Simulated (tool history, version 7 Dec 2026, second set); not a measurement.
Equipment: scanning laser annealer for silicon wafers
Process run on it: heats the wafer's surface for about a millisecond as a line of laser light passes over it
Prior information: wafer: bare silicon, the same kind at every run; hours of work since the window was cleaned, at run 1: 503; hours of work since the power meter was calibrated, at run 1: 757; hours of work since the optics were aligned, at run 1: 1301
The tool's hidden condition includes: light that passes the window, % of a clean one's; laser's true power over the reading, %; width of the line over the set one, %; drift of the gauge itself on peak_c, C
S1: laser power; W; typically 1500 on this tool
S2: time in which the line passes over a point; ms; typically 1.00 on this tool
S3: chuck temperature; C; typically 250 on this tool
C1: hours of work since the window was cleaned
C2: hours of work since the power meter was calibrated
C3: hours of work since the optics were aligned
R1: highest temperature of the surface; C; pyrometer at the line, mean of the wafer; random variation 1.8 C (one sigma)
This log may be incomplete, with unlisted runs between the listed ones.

run   hour    S1    S2   S3   C1    C2    C3    R1
  1    0.0  1500  1.00  250  503   757  1301  1012
  2   34.6  1500  1.00  250  527   781  1325  1007
  3   63.6  1500  1.00  250  547   800  1345  1004
  4   88.2  1500  1.00  250  564   817  1362  1007
  5  113.1  1500  1.00  250  581   834  1379  1003
  6  135.2  1500  1.00  250  596   849  1394  1008
     145.8  -- window over the wafer cleaned
  7  171.1  1500  1.00  250   17   873  1417   999
  8  201.8  1500  1.00  250   38   894  1438   999
  9  232.9  1500  1.00  250   60   915  1459   997
 10  257.8  1500  1.00  250   77   932  1476   996
 11  278.7  1500  1.00  250   91   946  1491   992
     282.6  -- window over the wafer cleaned, once more
 12  318.2  1500  1.00  250   24   972  1516  1021
 13  343.1  1500  1.00  250   41   989  1533  1019
 14  372.4  1500  1.00  250   61  1009  1553  1021
 15  390.2  1500  1.00  250   74  1021  1565  1016
 16  423.3  1500  1.00  250   96  1044  1588  1017
 17  448.0  1276  1.00  215  113  1060  1605   877
 18  480.1  1519  1.24  215  135  1082  1627  1063
 19  509.8  1519  1.24  215  155  1103  1647  1066
 20  526.0  1519  1.24  215  166  1114  1658  1062
 21  556.3  1519  1.24  215  187  1134  1679  1065
 22  576.6  1387  1.00  276  201  1148  1693   987
 23  593.0  1339  1.00  276  212  1160  1704   965
 24  613.0  1588  0.81  277  226  1173  1718  1008
 25  631.7  1291  0.81  224  239  1186  1731   835
 26  651.7  1381  0.74  237  252  1200  1744   858
 27  684.6  1633  1.00  280  275  1222  1767  1100

Across each entry between runs, compare the hidden state at the last listed run before it with the hidden state at the first listed run after it:
After run 6, before run 7: window over the wafer cleaned (hour 145.8)
  light that passes the window, % of a clean one's: 97.78 -> 96.54; laser's true power over the reading, %: -0.35 -> -0.36; width of the line over the set one, %: 2.06 -> 2.09
  measured minus no-state result, R1: -26 -> -35 C
After run 11, before run 12: window over the wafer cleaned, once more (hour 282.6)
  light that passes the window, % of a clean one's: 96.29 -> 99.74; laser's true power over the reading, %: -0.39 -> -0.4; width of the line over the set one, %: 2.19 -> 2.22
  measured minus no-state result, R1: -37 -> -13 C
